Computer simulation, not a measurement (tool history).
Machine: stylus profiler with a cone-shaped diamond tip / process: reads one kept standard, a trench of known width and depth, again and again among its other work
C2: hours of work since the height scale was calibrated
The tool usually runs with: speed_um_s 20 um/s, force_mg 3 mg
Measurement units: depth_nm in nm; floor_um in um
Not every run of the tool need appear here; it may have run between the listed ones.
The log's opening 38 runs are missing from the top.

run 39 day=18.633 | speed_um_s=58 force_mg=6.96 | scans_with_this_tip=1952 C2=320 | depth_nm=102.14 floor_um=48.31
run 40 day=18.996 | speed_um_s=20 force_mg=5.31 | scans_with_this_tip=1983 C2=325 | depth_nm=101.8 floor_um=48.38
run 41 day=19.65 | speed_um_s=6 force_mg=1.02 | scans_with_this_tip=2040 C2=335 | depth_nm=100.49 floor_um=48.46
run 42 day=20.088 | speed_um_s=22 force_mg=8.02 | scans_with_this_tip=2079 C2=341 | depth_nm=102.51 floor_um=48.4
run 43 day=20.375 | speed_um_s=7 force_mg=6.83 | scans_with_this_tip=2104 C2=345 | depth_nm=102.14 floor_um=48.42
run 44 day=20.721 | speed_um_s=7 force_mg=6.83 | scans_with_this_tip=2134 C2=350 | depth_nm=102.11 floor_um=48.41
run 45 day=21.042 | speed_um_s=7 force_mg=6.83 | scans_with_this_tip=2162 C2=355 | depth_nm=102.15 floor_um=48.42
run 46 day=21.429 | speed_um_s=7 force_mg=6.83 | scans_with_this_tip=2196 C2=360 | depth_nm=102.14 floor_um=48.4
run 47 day=22 | speed_um_s=11 force_mg=3 | scans_with_this_tip=2245 C2=368 | depth_nm=101.19 floor_um=48.43

4 options for the next run, each taken on its own from the tool as it stands now. Forecast them:
run A day=22.496 | speed_um_s=11 force_mg=1.19 | scans_with_this_tip=2289 C2=376 | depth_nm=? floor_um=?
run B day=22.496 | speed_um_s=13 force_mg=3 | scans_with_this_tip=2289 C2=376 | depth_nm=? floor_um=?
run C day=22.496 | speed_um_s=5 force_mg=1.78 | scans_with_this_tip=2289 C2=376 | depth_nm=? floor_um=?
run D day=22.496 | speed_um_s=7 force_mg=8.19 | scans_with_this_tip=2289 C2=376 | depth_nm=? floor_um=?

run=A depth_nm=100.65 floor_um=48.43
run=B depth_nm=101.14 floor_um=48.37
run=C depth_nm=100.73 floor_um=48.41
run=D depth_nm=102.4 floor_um=48.45
Without the tool's hidden state the same runs would have given:
run=A depth_nm=100.81 floor_um=48.59
run=B depth_nm=101.3 floor_um=48.53
run=C depth_nm=100.89 floor_um=48.57
run=D depth_nm=102.56 floor_um=48.61
